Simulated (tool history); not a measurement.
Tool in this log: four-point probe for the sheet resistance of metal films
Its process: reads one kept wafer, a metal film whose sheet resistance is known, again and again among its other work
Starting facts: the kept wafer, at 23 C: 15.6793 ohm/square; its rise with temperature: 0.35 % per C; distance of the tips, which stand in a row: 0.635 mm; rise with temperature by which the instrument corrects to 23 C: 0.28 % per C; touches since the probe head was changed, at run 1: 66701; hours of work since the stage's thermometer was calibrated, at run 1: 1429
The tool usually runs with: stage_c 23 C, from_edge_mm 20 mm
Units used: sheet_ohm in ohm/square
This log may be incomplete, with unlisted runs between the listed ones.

run	hour	stage_c	from_edge_mm	touches since the probe head was changed	hours of work since the stage's thermometer was calibrated	sheet_ohm
1	0	23	20	66701	1429	15.540891
2	31.4	23	20	67650	1453	15.529551
3	83.1	23	20	69218	1492	15.527536
4	131	23	20	70667	1528	15.525496
5	162.7	23	11	71627	1552	15.542371
6	207.9	19	20	72996	1586	15.478192
7	257.9	19	20	74509	1624	15.47951
8	310.9	19	20	76113	1663	15.473377
9	367	23	20	77813	1706	15.512467
10	400.3	23	20	78818	1731	15.507351
11	423.3	23	17	79516	1748	15.512365
12	470.4	23	17	80943	1784	15.507559
13	497.1	23	20	81750	1804	15.506089
14	528.7	23	33	82707	1827	15.48936
15	566.2	23	33	83842	1856	15.496659
16	605.7	23	20	85038	1885	15.499862
17	660.2	23	20	86687	1926	15.49592
18	693.1	23	20	87684	1951	15.489727
19	721.4	23	20	88542	1973	15.487828
20	752.5	23	20	89482	1996	15.483162
21	808.8	23	20	91188	2038	15.478722
22	845.5	23	3	92297	2066	15.834805
23	890.6	23	3	93665	2100	15.830567
24	936.8	23	3	95061	2135	15.826294
25	971.2	23	3	96103	2161	15.826169
26	1017.3	29	4	97499	2195	15.726557
27	1050.7	29	4	98510	2220	15.725673
28	1093.9	29	4	99818	2253	15.724704
29	1133.4	29	4	101014	2283	15.722525
30	1170.1	29	4	102126	2310	15.717703
31	1213.6	29	4	103442	2343	15.722435
32	1246.6	29	4	104442	2368	15.716383
33	1270.3	29	4	105159	2386	15.714586
34	1320.3	32	20	106674	2423	15.541907
35	1350.5	29	20	107588	2446	15.50729
36	1380.8	26	20	108505	2469	15.482377
37	1408.5	29	4	109342	2490	15.704173
# hour 1429.9: new probe head fitted
38	1443.2	27	37	403	2515	15.699358
39	1481.8	23	8	1572	2544	15.706769
40	1522.8	29	20	2812	2575	15.73029

What if the next run were any one of these 3? Each begins from the tool's condition after run 40:
A	1571.6	20	8	4289	2612	?
B	1571.6	35	7	4289	2612	?
C	1571.6	24	5	4289	2612	?

run	sheet_ohm
A	15.670882
B	15.847113
C	15.793279
Stripped of hidden state, with their random variation kept, the same runs would have yielded:
run	sheet_ohm
A	15.697942
B	15.872219
C	15.819935
